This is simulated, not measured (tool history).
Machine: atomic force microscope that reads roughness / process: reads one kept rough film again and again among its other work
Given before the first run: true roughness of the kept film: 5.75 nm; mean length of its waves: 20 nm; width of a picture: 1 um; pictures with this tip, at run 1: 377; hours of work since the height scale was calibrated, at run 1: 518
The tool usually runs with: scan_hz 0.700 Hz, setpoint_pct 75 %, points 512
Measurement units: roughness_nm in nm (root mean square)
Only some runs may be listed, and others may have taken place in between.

run   hour  scan_hz  setpoint_pct  points  pictures with this tip  hours of work since the height scale was calibrated  roughness_nm
  1    0.0    0.700            75     512                     377                                                  518         2.108
       2.1  -- new tip fitted
  2   21.6    0.700            75     512                      32                                                  533         3.657
  3   43.3    0.700            75     512                      68                                                  549         3.419
  4   60.5    0.700            75     512                      96                                                  561         3.222
  5   80.0    0.700            60     512                     128                                                  575         3.110
  6  103.8    0.700            75     512                     168                                                  592         2.840
  7  128.3    0.700            74     512                     208                                                  610         2.666
  8  144.7    0.700            78     512                     235                                                  622         2.543
  9  159.8    0.700            78     512                     260                                                  632         2.465
 10  170.1    0.700            67     512                     277                                                  640         2.442
 11  183.8    0.700            75     512                     300                                                  650         2.326
 12  207.5    0.700            75     512                     339                                                  667         2.225
 13  224.0    0.700            75     512                     366                                                  679         2.144
     233.3  -- new tip fitted
 14  249.5    0.700            75     512                      27                                                  697         3.634
 15  274.5    0.700            75     512                      68                                                  714         3.371
 16  286.5    0.700            75     512                      88                                                  723         3.238
 17  310.3    0.700            75     512                     127                                                  740         3.023
 18  334.3    0.700            75     512                     167                                                  757         2.795
 19  355.1    1.385            63     336                     201                                                  772         2.648
 20  366.6    1.489            72     336                     220                                                  781         2.509
 21  380.9    2.697            56     469                     244                                                  791         2.451
 22  392.6    2.697            56     469                     263                                                  799         2.405
 23  407.8    2.697            56     469                     288                                                  810         2.329
 24  432.2    2.697            60     849                     329                                                  828         2.204
 25  447.0    2.697            60     849                     353                                                  838         2.118
 26  461.6    2.697            60     778                     377                                                  849         2.086
     464.9  -- new tip fitted
 27  483.1    0.533            75     549                      30                                                  864         3.678
 28  501.8    3.177            67     512                      61                                                  877         3.167
 29  520.0    0.700            73     710                      91                                                  890         3.249
 30  543.6    3.525            75     512                     130                                                  907         2.624
 31  566.6    3.525            75     512                     168                                                  924         2.450
 32  591.2    0.732            75     372                     209                                                  941         2.646
 33  613.2    2.762            72     278                     245                                                  957         2.261
 34  629.1    2.160            83     341                     271                                                  969         2.111
 35  643.3    0.855            57     512                     295                                                  979         2.395
 36  659.1    0.884            90     320                     321                                                  990         2.105

Describe how what the log doesn't record of the tool's condition differs between the last listed run preceding each entry between runs and the first listed run following it.
Between runs 1 and 2: new tip fitted (hour 2.1)
  radius of the tip, nm: 28.4 -> 8.8
  what was measured, less what the result would be without the hidden state, roughness_nm: -1.827 -> -0.266 nm (root mean square)
Between runs 13 and 14: new tip fitted (hour 233.3)
  radius of the tip, nm: 27.5 -> 8.9; height scale over the true one, %: 0.01 -> 0
  what was measured, less what the result would be without the hidden state, roughness_nm: -1.775 -> -0.287 nm (root mean square)
Between runs 26 and 27: new tip fitted (hour 464.9)
  radius of the tip, nm: 28.5 -> 9
  what was measured, less what the result would be without the hidden state, roughness_nm: -1.814 -> -0.308 nm (root mean square)
